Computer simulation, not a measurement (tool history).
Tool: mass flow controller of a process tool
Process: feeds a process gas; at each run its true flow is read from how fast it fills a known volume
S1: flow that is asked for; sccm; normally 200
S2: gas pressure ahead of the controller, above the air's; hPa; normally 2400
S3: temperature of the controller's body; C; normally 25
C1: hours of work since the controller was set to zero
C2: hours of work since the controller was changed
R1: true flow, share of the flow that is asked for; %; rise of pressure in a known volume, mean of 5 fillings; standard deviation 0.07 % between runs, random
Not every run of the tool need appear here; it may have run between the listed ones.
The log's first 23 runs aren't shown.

run	hour	S1	S2	S3	C1	C2	R1
24	5038.9	96	1550	25	2514	2514	97.39
25	5188.5	132	1430	25	2571	2571	97.5
26	5369.8	63	2170	24	2640	2640	97.38
27	5624.1	222	1610	28	2737	2737	98.23
28	5758.4	222	1610	28	2788	2788	98.24
29	5971.7	222	1610	28	2870	2870	98.44
30	6253.9	428	2400	25	2977	2977	99.78
31	6429.2	131	1720	39	3044	3044	98.54
32	6722.2	222	1640	20	3155	3155	97.74
33	7007.9	222	1640	20	3264	3264	97.74
34	7235.4	222	2650	31	3351	3351	99.11
35	7462.2	222	2650	31	3437	3437	99.11
36	7682.9	200	1680	38	3521	3521	98.81
37	7854.2	200	1680	38	3586	3586	98.8
38	8121.6	135	1830	33	3688	3688	98.19
39	8407.7	135	1830	33	3797	3797	98.16
40	8589	200	2400	33	3866	3866	98.93

Predict each of these 5 candidate next runs independently; none follows another, all start after run 40:
A	8715.1	200	2140	25	3914	3914	?
B	8715.1	200	2590	33	3914	3914	?
C	8715.1	126	1860	33	3914	3914	?
D	8715.1	163	2400	30	3914	3914	?
E	8715.1	200	2120	30	3914	3914	?

run	R1
A	98.25
B	99.07
C	98.17
D	98.48
E	98.46
Without the tool's unlogged condition, the same runs would have read:
run	R1
A	98.26
B	99.08
C	98.17
D	98.48
E	98.47

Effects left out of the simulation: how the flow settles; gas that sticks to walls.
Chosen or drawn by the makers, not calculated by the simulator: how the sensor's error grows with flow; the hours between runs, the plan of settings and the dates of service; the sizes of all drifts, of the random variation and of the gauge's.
